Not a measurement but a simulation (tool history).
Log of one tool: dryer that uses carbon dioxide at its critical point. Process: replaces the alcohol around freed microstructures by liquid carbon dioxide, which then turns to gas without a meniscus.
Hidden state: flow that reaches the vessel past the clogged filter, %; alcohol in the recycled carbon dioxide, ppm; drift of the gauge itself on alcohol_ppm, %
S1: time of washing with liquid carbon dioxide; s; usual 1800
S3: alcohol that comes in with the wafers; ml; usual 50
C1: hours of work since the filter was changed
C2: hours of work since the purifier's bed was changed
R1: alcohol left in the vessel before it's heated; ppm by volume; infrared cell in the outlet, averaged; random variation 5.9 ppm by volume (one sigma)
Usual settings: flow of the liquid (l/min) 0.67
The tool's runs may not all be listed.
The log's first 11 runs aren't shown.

{"run": 12, "hour": 66.7, "S1": 1800, "flow of the liquid (l/min)": 0.67, "S3": 21, "C1": 117, "C2": 144, "R1": 103}
{"run": 13, "hour": 72.7, "S1": 1800, "flow of the liquid (l/min)": 0.67, "S3": 21, "C1": 120, "C2": 147, "R1": 108}
{"run": 14, "hour": 78.1, "S1": 1800, "flow of the liquid (l/min)": 0.67, "S3": 21, "C1": 122, "C2": 150, "R1": 104}
{"run": 15, "hour": 86.5, "S1": 1800, "flow of the liquid (l/min)": 0.67, "S3": 21, "C1": 126, "C2": 154, "R1": 106}
{"run": 16, "hour": 92.5, "S1": 1800, "flow of the liquid (l/min)": 0.67, "S3": 50, "C1": 129, "C2": 156, "R1": 237}
{"run": 17, "hour": 99.3, "S1": 1800, "flow of the liquid (l/min)": 0.67, "S3": 50, "C1": 132, "C2": 160, "R1": 246}
{"run": 18, "hour": 103.7, "S1": 1800, "flow of the liquid (l/min)": 0.67, "S3": 50, "C1": 134, "C2": 162, "R1": 242}
{"run": 19, "hour": 112.8, "S1": 1800, "flow of the liquid (l/min)": 0.67, "S3": 50, "C1": 139, "C2": 166, "R1": 238}
{"run": 20, "hour": 121.3, "S1": 1800, "flow of the liquid (l/min)": 0.67, "S3": 50, "C1": 143, "C2": 170, "R1": 254}
{"run": 21, "hour": 126.2, "S1": 1800, "flow of the liquid (l/min)": 0.67, "S3": 50, "C1": 145, "C2": 173, "R1": 242}
{"run": 22, "hour": 134.4, "S1": 1800, "flow of the liquid (l/min)": 0.67, "S3": 21, "C1": 149, "C2": 177, "R1": 127}
{"run": 23, "hour": 141.3, "S1": 1800, "flow of the liquid (l/min)": 0.67, "S3": 24, "C1": 152, "C2": 180, "R1": 128}
{"run": 24, "hour": 145.6, "S1": 1800, "flow of the liquid (l/min)": 0.67, "S3": 24, "C1": 154, "C2": 182, "R1": 132}
{"run": 25, "hour": 153.4, "S1": 2160, "flow of the liquid (l/min)": 0.587, "S3": 50, "C1": 158, "C2": 186, "R1": 212}
{"run": 26, "hour": 160.8, "S1": 2160, "flow of the liquid (l/min)": 0.587, "S3": 50, "C1": 162, "C2": 189, "R1": 206}
{"run": 27, "hour": 170.4, "S1": 2160, "flow of the liquid (l/min)": 0.587, "S3": 50, "C1": 166, "C2": 194, "R1": 198}
{"run": 28, "hour": 178.3, "S1": 2160, "flow of the liquid (l/min)": 0.587, "S3": 50, "C1": 170, "C2": 197, "R1": 194}

The next listed run, before its measurement:
{"run": 29, "hour": 183.0, "S1": 1740, "flow of the liquid (l/min)": 0.964, "S3": 26, "C1": 172, "C2": 200, "R1": "?"}

R1: 45 ppm by volume
Without the tool's hidden state the same run would have given R1 28 ppm by volume.
